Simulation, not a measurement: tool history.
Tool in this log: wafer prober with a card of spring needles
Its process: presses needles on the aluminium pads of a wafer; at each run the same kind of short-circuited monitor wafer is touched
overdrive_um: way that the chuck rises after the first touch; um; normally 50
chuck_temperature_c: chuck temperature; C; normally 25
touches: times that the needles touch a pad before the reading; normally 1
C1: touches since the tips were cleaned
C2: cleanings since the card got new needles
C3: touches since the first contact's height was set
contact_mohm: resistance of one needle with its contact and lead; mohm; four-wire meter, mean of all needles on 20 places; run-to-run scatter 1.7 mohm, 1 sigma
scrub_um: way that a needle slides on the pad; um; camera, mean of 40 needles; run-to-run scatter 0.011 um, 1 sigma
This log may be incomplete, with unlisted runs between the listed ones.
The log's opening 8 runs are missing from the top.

At day 14.896: tips cleaned on abrasive film.
At day 16.325: tips cleaned on abrasive film.
At day 17.583: tips cleaned on abrasive film.
Run 9, day 17.583: usual settings but touches 3; C1 0; C2 86; C3 51098. Result: contact_mohm 171 mohm, scrub_um 8.12 um.
At day 18.854: tips cleaned on abrasive film.
Run 10, day 19.621: usual settings but touches 3; C1 2690; C2 87; C3 58238. Result: contact_mohm 171 mohm, scrub_um 8.15 um.
At day 20.104: tips cleaned on abrasive film.
Run 11, day 21.258: usual settings but touches 3; C1 4057; C2 88; C3 63978. Result: contact_mohm 170 mohm, scrub_um 8.13 um.
At day 21.462: tips cleaned on abrasive film.
At day 22.742: tips cleaned on abrasive film.
Run 12, day 22.742: usual settings but touches 3; C1 0; C2 90; C3 69154. Result: contact_mohm 171 mohm, scrub_um 8.14 um.
At day 24.15: tips cleaned on abrasive film.
At day 25.483: tips cleaned on abrasive film.
Run 13, day 25.742: usual settings but touches 3; C1 909; C2 92; C3 79665. Result: contact_mohm 171 mohm, scrub_um 8.13 um.
At day 26.888: tips cleaned on abrasive film.
At day 28.333: tips cleaned on abrasive film.
Run 14, day 29.125: usual settings; C1 2775; C2 94; C3 91522. Result: contact_mohm 172 mohm, scrub_um 8.13 um.
At day 29.625: tips cleaned on abrasive film.
At day 30.558: height of the first contact set anew.
At day 30.929: tips cleaned on abrasive film.
Run 15, day 31.654: usual settings; C1 2546; C2 96; C3 3842. Result: contact_mohm 170 mohm, scrub_um 8.16 um.
At day 32.454: tips cleaned on abrasive film.
Run 16, day 33.246: usual settings; C1 2785; C2 97; C3 9410. Result: contact_mohm 174 mohm, scrub_um 8.15 um.
At day 33.829: tips cleaned on abrasive film.
At day 35.208: tips cleaned on abrasive film.
Run 17, day 35.321: usual settings but chuck_temperature_c 105 C, touches 3; C1 404; C2 99; C3 16678. Result: contact_mohm 184 mohm, scrub_um 8.12 um.
At day 36.688: tips cleaned on abrasive film.
Run 18, day 37.921: usual settings but overdrive_um 45 um, chuck_temperature_c 83 C; C1 4334; C2 100; C3 25791. Result: contact_mohm 185 mohm, scrub_um 7.33 um.
At day 38.233: tips cleaned on abrasive film.
At day 39.683: tips cleaned on abrasive film.
Run 19, day 40.046: usual settings but overdrive_um 33 um, chuck_temperature_c 47 C, touches 2; C1 1275; C2 102; C3 33229. Result: contact_mohm 177 mohm, scrub_um 5.37 um.
At day 41.1: tips cleaned on abrasive film.
At day 42.367: tips cleaned on abrasive film.
Run 20, day 42.367: usual settings but overdrive_um 34 um, chuck_temperature_c 123 C, touches 3; C1 0; C2 104; C3 41352. Result: contact_mohm 193 mohm, scrub_um 5.51 um.
At day 43.867: tips cleaned on abrasive film.
Run 21, day 44.733: usual settings but overdrive_um 34 um, chuck_temperature_c 29 C, touches 2; C1 3034; C2 105; C3 49650. Result: contact_mohm 175 mohm, scrub_um 5.53 um.
At day 45.192: tips cleaned on abrasive film.
At day 46.45: tips cleaned on abrasive film.
At day 47.912: tips cleaned on abrasive film.
Run 22, day 47.933: usual settings but overdrive_um 54 um, chuck_temperature_c 29 C, touches 2; C1 65; C2 108; C3 60847. Result: contact_mohm 170 mohm, scrub_um 8.77 um.
At day 49.188: tips cleaned on abrasive film.
At day 50.617: tips cleaned on abrasive film.
Run 23, day 51.138: usual settings but overdrive_um 54 um, chuck_temperature_c 29 C, touches 2; C1 1824; C2 110; C3 72081. Result: contact_mohm 172 mohm, scrub_um 8.78 um.
At day 52.104: tips cleaned on abrasive film.
Run 24, day 53.2: usual settings but overdrive_um 54 um, chuck_temperature_c 29 C, touches 2; C1 3853; C2 111; C3 79309. Result: contact_mohm 171 mohm, scrub_um 8.77 um.
At day 53.479: tips cleaned on abrasive film.
At day 54.929: tips cleaned on abrasive film.
Run 25, day 55.1: usual settings but overdrive_um 54 um, chuck_temperature_c 29 C, touches 2; C1 611; C2 113; C3 85963. Result: contact_mohm 168 mohm, scrub_um 8.79 um.
At day 56.338: tips cleaned on abrasive film.
At day 57.583: tips cleaned on abrasive film.
At day 58.117: height of the first contact set anew.
Run 26, day 58.208: usual settings but overdrive_um 44 um; C1 2155; C2 115; C3 326. Result: contact_mohm 171 mohm, scrub_um 7.15 um.
At day 58.958: tips cleaned on abrasive film.
At day 60.2: tips cleaned on abrasive film.
Run 27, day 61.379: usual settings but overdrive_um 39 um, chuck_temperature_c 28 C, touches 2; C1 4141; C2 117; C3 11440. Result: contact_mohm 176 mohm, scrub_um 6.34 um.
At day 61.612: tips cleaned on abrasive film.
At day 63.129: tips cleaned on abrasive film.
Run 28, day 64.362: usual settings but overdrive_um 39 um, chuck_temperature_c 26 C, touches 2; C1 4323; C2 119; C3 21888. Result: contact_mohm 175 mohm, scrub_um 6.35 um.
At day 64.658: tips cleaned on abrasive film.
At day 66.046: tips cleaned on abrasive film.
Run 29, day 66.308: usual settings but overdrive_um 39 um, chuck_temperature_c 26 C, touches 2; C1 916; C2 121; C3 28692. Result: contact_mohm 174 mohm, scrub_um 6.35 um.
At day 67.4: tips cleaned on abrasive film.
At day 68.846: tips cleaned on abrasive film.
Run 30, day 69.388: usual settings but overdrive_um 39 um, chuck_temperature_c 26 C, touches 2; C1 1891; C2 123; C3 39482. Result: contact_mohm 173 mohm, scrub_um 6.34 um.
At day 70.271: tips cleaned on abrasive film.
At day 71.642: tips cleaned on abrasive film.
Run 31, day 71.708: usual settings but overdrive_um 47 um, chuck_temperature_c 30 C, touches 2; C1 236; C2 125; C3 47613. Result: contact_mohm 173 mohm, scrub_um 7.65 um.
At day 73.038: tips cleaned on abrasive film.
Run 32, day 73.404: usual settings but overdrive_um 53 um; C1 1294; C2 126; C3 53562. Result: contact_mohm 171 mohm, scrub_um 8.6 um.

Here are 3 independent what-if runs from the current tool condition. What would each one return?
At day 74.496: tips cleaned on abrasive film.
At day 75.838: tips cleaned on abrasive film.
Run A, day 75.838: usual settings but overdrive_um 53 um, chuck_temperature_c 68 C; C1 0; C2 128; C3 62075. Result: contact_mohm ?, scrub_um ?.
At day 74.496: tips cleaned on abrasive film.
At day 75.838: tips cleaned on abrasive film.
Run B, day 75.838: usual settings but overdrive_um 41 um, chuck_temperature_c 38 C; C1 0; C2 128; C3 62075. Result: contact_mohm ?, scrub_um ?.
At day 74.496: tips cleaned on abrasive film.
At day 75.838: tips cleaned on abrasive film.
Run C, day 75.838: usual settings but overdrive_um 59 um, chuck_temperature_c 53 C, touches 2; C1 0; C2 128; C3 62075. Result: contact_mohm ?, scrub_um ?.

run  contact_mohm  scrub_um
  A           178      8.61
  B           175      6.66
  C           173       9.6
What these runs would have given with no unlogged condition in the tool:
run  contact_mohm  scrub_um
  A           178      8.61
  B           175      6.66
  C           173       9.6
